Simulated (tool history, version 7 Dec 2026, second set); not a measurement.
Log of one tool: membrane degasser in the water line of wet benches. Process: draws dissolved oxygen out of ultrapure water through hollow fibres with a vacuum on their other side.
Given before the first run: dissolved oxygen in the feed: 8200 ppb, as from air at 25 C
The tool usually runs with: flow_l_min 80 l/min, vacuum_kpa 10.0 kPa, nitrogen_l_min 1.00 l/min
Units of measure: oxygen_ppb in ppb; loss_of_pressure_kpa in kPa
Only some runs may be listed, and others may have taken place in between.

run,hour,flow_l_min,vacuum_kpa,nitrogen_l_min,oxygen_ppb,loss_of_pressure_kpa
1,0.0,80,10.0,1.00,844.8,32.60
2,56.2,80,10.0,1.00,846.3,31.85
3,141.1,80,8.5,1.00,671.1,32.00
4,207.7,80,8.3,1.00,647.2,31.72
5,254.7,80,8.3,1.00,647.1,31.93
6,339.0,80,8.3,1.00,647.4,31.98
7,380.5,80,8.3,1.00,646.0,32.15
8,424.0,80,10.0,1.00,845.7,31.97
9,506.1,80,10.0,1.00,845.7,32.25
10,553.8,60,10.0,1.00,696.9,24.29
11,628.0,60,10.0,1.00,697.3,24.19
12,702.8,60,10.0,1.00,697.2,24.20
13,784.1,79,10.0,1.00,838.2,32.12
14,848.9,79,10.0,1.06,808.4,31.96
15,927.8,82,10.0,1.00,859.5,33.27
16,1000.1,82,10.0,1.00,859.3,33.13
17,1083.7,82,10.0,1.00,858.5,33.07
18,1159.1,82,10.0,1.00,860.5,33.22
19,1220.6,121,19.1,1.46,1836.9,49.19
20,1298.5,94,20.2,1.74,1482.6,38.16
21,1356.2,94,12.0,0.41,1851.8,38.52
22,1409.4,99,25.0,0.54,3473.0,40.20
23,1486.2,80,7.5,2.68,267.0,32.55
24,1540.4,111,7.5,0.47,979.8,45.31
25,1624.8,111,7.5,0.47,978.4,45.26
26,1685.1,75,10.7,1.17,801.2,30.73
27,1756.5,60,13.3,1.17,899.9,24.39
28,1835.5,52,13.3,0.73,1123.1,21.32
29,1902.7,70,13.3,0.73,1350.0,28.75
30,1980.3,70,13.3,0.73,1351.2,28.46
31,2017.7,70,13.3,0.73,1352.0,28.98

Below are 3 alternative next runs, each starting from the tool's condition after run 31. Predict each:
A,2100.9,48,21.0,1.32,?,?
B,2100.9,70,15.4,0.73,?,?
C,2100.9,80,8.5,0.50,?,?

run,oxygen_ppb,loss_of_pressure_kpa
A,1165.9,19.80
B,1591.2,28.53
C,992.7,33.04
What these runs would have given with no unlogged condition in the tool:
run,oxygen_ppb,loss_of_pressure_kpa
A,1165.8,19.26
B,1591.2,27.74
C,992.6,32.14

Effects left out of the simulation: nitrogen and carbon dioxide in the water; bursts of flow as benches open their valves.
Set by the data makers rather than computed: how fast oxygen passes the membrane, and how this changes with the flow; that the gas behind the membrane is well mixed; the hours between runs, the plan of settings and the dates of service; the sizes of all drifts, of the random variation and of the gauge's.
